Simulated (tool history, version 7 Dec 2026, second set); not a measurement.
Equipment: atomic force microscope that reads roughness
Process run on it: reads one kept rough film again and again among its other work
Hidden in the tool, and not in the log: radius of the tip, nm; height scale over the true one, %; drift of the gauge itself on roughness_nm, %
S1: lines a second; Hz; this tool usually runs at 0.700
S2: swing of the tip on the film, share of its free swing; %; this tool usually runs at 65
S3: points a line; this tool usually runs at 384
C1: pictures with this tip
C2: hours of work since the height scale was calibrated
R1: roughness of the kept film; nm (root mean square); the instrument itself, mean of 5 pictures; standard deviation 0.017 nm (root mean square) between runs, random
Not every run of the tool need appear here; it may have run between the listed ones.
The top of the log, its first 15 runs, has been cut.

run 16 hour=871.1 | S1=0.700 S2=65 S3=384 | C1=155 C2=1087 | R1=4.065
run 17 hour=923.9 | S1=0.700 S2=65 S3=403 | C1=233 C2=1123 | R1=4.033
run 18 hour=958.5 | S1=0.700 S2=65 S3=403 | C1=284 C2=1147 | R1=4.028
-- hour=965.5 new tip fitted
run 19 hour=1001.7 | S1=0.700 S2=65 S3=403 | C1=53 C2=1177 | R1=4.147
run 20 hour=1063.2 | S1=0.700 S2=65 S3=403 | C1=145 C2=1220 | R1=4.081
run 21 hour=1130.9 | S1=0.700 S2=65 S3=403 | C1=245 C2=1267 | R1=4.061
-- hour=1164.1 new tip fitted
run 22 hour=1166.8 | S1=0.700 S2=65 S3=403 | C1=4 C2=1291 | R1=4.177
run 23 hour=1232.9 | S1=0.700 S2=65 S3=384 | C1=102 C2=1337 | R1=4.120

Estimate the outcome of run 24 from the log above:
run 24 hour=1286.7 | S1=0.700 S2=67 S3=389 | C1=181 C2=1374 | R1=?

Run 24 produced R1 4.063 nm (root mean square).
With the hidden condition absent and the run-to-run variation left alone, this run would have shown R1 4.144 nm (root mean square).

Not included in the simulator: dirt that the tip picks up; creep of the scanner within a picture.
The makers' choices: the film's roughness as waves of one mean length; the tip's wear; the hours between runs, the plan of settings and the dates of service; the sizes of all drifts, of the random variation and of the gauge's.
